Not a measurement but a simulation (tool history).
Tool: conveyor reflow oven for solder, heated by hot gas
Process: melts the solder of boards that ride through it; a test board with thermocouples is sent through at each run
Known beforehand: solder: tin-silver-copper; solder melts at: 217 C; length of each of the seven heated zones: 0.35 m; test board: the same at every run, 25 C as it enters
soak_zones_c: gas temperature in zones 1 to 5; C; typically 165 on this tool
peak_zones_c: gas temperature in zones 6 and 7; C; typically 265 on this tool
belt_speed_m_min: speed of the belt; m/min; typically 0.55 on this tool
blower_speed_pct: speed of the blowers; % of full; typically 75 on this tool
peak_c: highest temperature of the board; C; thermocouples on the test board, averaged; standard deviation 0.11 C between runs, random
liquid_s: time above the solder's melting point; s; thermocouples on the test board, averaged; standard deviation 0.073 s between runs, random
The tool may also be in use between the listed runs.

run,hour,soak_zones_c,peak_zones_c,belt_speed_m_min,blower_speed_pct,peak_c,liquid_s
1,0,165,265,0.55,75,251.2,54.9
2,17,165,265,0.491,75,254.1,64.84
3,27.5,165,266,0.491,75,255.1,65.43
4,44.6,165,266,0.491,75,255,65.35
5,53.3,165,266,0.491,75,255,65.29
6,65.3,165,265,0.55,75,250.9,54.79
7,78.1,165,279,0.55,75,263.8,62.28
8,89.3,165,265,0.55,75,251,54.61
9,102.5,165,265,0.55,75,251,54.76
10,111.5,165,265,0.55,75,251.1,54.67
11,129.4,165,265,0.55,75,250.8,54.55
12,140.6,165,265,0.55,75,251,54.53
13,156.1,165,265,0.55,75,250.7,54.52
14,175.7,166,265,0.55,75,250.8,54.96
15,186,166,264,0.55,75,249.9,54.13
# hour 191.3: belt drive overhauled, speed set with a stopwatch
16,199.6,166,269,0.641,56,243.4,38.71
17,214.4,165,272,0.55,75,257.2,58.51
# hour 235.4: belt drive overhauled, speed set with a stopwatch, once more
18,237,165,261,0.55,60,242.9,46.84
19,258.3,165,261,0.55,60,243,46.62
20,276.1,165,261,0.55,60,242.9,46.47
21,287.7,163,279,0.531,60,259.9,60.86
# hour 302.9: flux residue cleaned out of gas plates and filters
22,306.6,168,261,0.471,69,250.2,65.97
23,318.2,158,261,0.471,88,252.4,66.25
24,333.7,174,265,0.55,74,252.2,58.49
25,352,174,265,0.636,74,247.9,46.9
26,368.6,152,265,0.456,75,254.2,66.8
27,379.1,165,272,0.55,75,257.2,58.8
28,388,165,272,0.55,75,257.4,58.96
# hour 398.4: thermocouples of zones 6 and 7 changed
29,407.8,165,265,0.655,77,247.9,42.62

Each row is a separate what-if for the run after 29, all from the same tool condition, not one after another. Results?
A,419.7,159,265,0.47,83,?,?
B,419.7,165,265,0.631,62,?,?
C,419.7,159,265,0.655,77,?,?
D,419.7,165,258,0.652,62,?,?

run,peak_c,liquid_s
A,256.9,69.2
B,244.6,40.89
C,246.8,40.23
D,237.6,33.05
Without the tool's hidden state the same runs would have given:
run,peak_c,liquid_s
A,257.6,69.73
B,245.4,41.56
C,247.7,40.91
D,238.4,33.86
